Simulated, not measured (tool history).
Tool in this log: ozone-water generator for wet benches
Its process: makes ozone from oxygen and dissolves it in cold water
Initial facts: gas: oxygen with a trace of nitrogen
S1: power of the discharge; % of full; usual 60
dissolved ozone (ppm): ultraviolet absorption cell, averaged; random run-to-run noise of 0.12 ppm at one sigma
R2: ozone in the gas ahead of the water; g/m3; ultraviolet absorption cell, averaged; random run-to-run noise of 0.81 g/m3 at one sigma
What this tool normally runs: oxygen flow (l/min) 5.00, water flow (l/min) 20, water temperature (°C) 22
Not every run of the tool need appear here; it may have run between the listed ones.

run 1 hour=0.0 | S1=60 oxygen_flow_(l/min)=5.00 water_flow_(l/min)=20 water_temperature_(°C)=22 | dissolved_ozone_(ppm)=10.5 R2=127.5
run 2 hour=135.4 | S1=60 oxygen_flow_(l/min)=5.00 water_flow_(l/min)=20 water_temperature_(°C)=22 | dissolved_ozone_(ppm)=10.3 R2=126.9
run 3 hour=230.2 | S1=60 oxygen_flow_(l/min)=5.00 water_flow_(l/min)=20 water_temperature_(°C)=22 | dissolved_ozone_(ppm)=10.3 R2=127.1
run 4 hour=322.8 | S1=60 oxygen_flow_(l/min)=5.00 water_flow_(l/min)=20 water_temperature_(°C)=22 | dissolved_ozone_(ppm)=10.2 R2=128.3
run 5 hour=482.0 | S1=60 oxygen_flow_(l/min)=5.00 water_flow_(l/min)=20 water_temperature_(°C)=22 | dissolved_ozone_(ppm)=10.6 R2=126.8
run 6 hour=586.5 | S1=65 oxygen_flow_(l/min)=5.00 water_flow_(l/min)=20 water_temperature_(°C)=22 | dissolved_ozone_(ppm)=11.1 R2=135.4
run 7 hour=721.0 | S1=65 oxygen_flow_(l/min)=5.00 water_flow_(l/min)=20 water_temperature_(°C)=22 | dissolved_ozone_(ppm)=11.0 R2=135.4
run 8 hour=899.6 | S1=65 oxygen_flow_(l/min)=5.00 water_flow_(l/min)=20 water_temperature_(°C)=22 | dissolved_ozone_(ppm)=10.9 R2=135.5
run 9 hour=1001.2 | S1=65 oxygen_flow_(l/min)=5.00 water_flow_(l/min)=20 water_temperature_(°C)=22 | dissolved_ozone_(ppm)=11.1 R2=134.3
run 10 hour=1127.8 | S1=65 oxygen_flow_(l/min)=5.00 water_flow_(l/min)=20 water_temperature_(°C)=22 | dissolved_ozone_(ppm)=11.0 R2=135.5
run 11 hour=1246.9 | S1=65 oxygen_flow_(l/min)=5.00 water_flow_(l/min)=20 water_temperature_(°C)=22 | dissolved_ozone_(ppm)=11.1 R2=135.9
run 12 hour=1424.0 | S1=65 oxygen_flow_(l/min)=5.00 water_flow_(l/min)=20 water_temperature_(°C)=22 | dissolved_ozone_(ppm)=11.0 R2=135.0
run 13 hour=1505.9 | S1=60 oxygen_flow_(l/min)=3.40 water_flow_(l/min)=20 water_temperature_(°C)=22 | dissolved_ozone_(ppm)=10.5 R2=164.4
run 14 hour=1664.6 | S1=60 oxygen_flow_(l/min)=3.40 water_flow_(l/min)=20 water_temperature_(°C)=22 | dissolved_ozone_(ppm)=10.8 R2=163.8
run 15 hour=1845.2 | S1=60 oxygen_flow_(l/min)=7.45 water_flow_(l/min)=20 water_temperature_(°C)=22 | dissolved_ozone_(ppm)=9.7 R2=97.6
run 16 hour=1926.9 | S1=60 oxygen_flow_(l/min)=7.45 water_flow_(l/min)=20 water_temperature_(°C)=22 | dissolved_ozone_(ppm)=9.6 R2=96.1
run 17 hour=2091.5 | S1=60 oxygen_flow_(l/min)=7.45 water_flow_(l/min)=20 water_temperature_(°C)=22 | dissolved_ozone_(ppm)=9.6 R2=97.3
run 18 hour=2237.2 | S1=56 oxygen_flow_(l/min)=2.96 water_flow_(l/min)=19 water_temperature_(°C)=19 | dissolved_ozone_(ppm)=11.1 R2=170.9
run 19 hour=2383.2 | S1=56 oxygen_flow_(l/min)=2.96 water_flow_(l/min)=19 water_temperature_(°C)=19 | dissolved_ozone_(ppm)=11.1 R2=172.0
run 20 hour=2516.0 | S1=60 oxygen_flow_(l/min)=5.00 water_flow_(l/min)=16 water_temperature_(°C)=15 | dissolved_ozone_(ppm)=13.9 R2=127.7
run 21 hour=2667.2 | S1=74 oxygen_flow_(l/min)=5.00 water_flow_(l/min)=16 water_temperature_(°C)=29 | dissolved_ozone_(ppm)=13.2 R2=150.7
run 22 hour=2786.2 | S1=96 oxygen_flow_(l/min)=5.00 water_flow_(l/min)=20 water_temperature_(°C)=18 | dissolved_ozone_(ppm)=15.7 R2=179.1

For run 23, what comes out?
run 23 hour=2893.7 | S1=96 oxygen_flow_(l/min)=5.00 water_flow_(l/min)=20 water_temperature_(°C)=18 | dissolved_ozone_(ppm)=? R2=?

dissolved ozone (ppm): 15.7
R2: 181.7 g/m3
With no hidden state in the tool, this same run would have given dissolved ozone (ppm) 15.7, R2 181.8 g/m3.
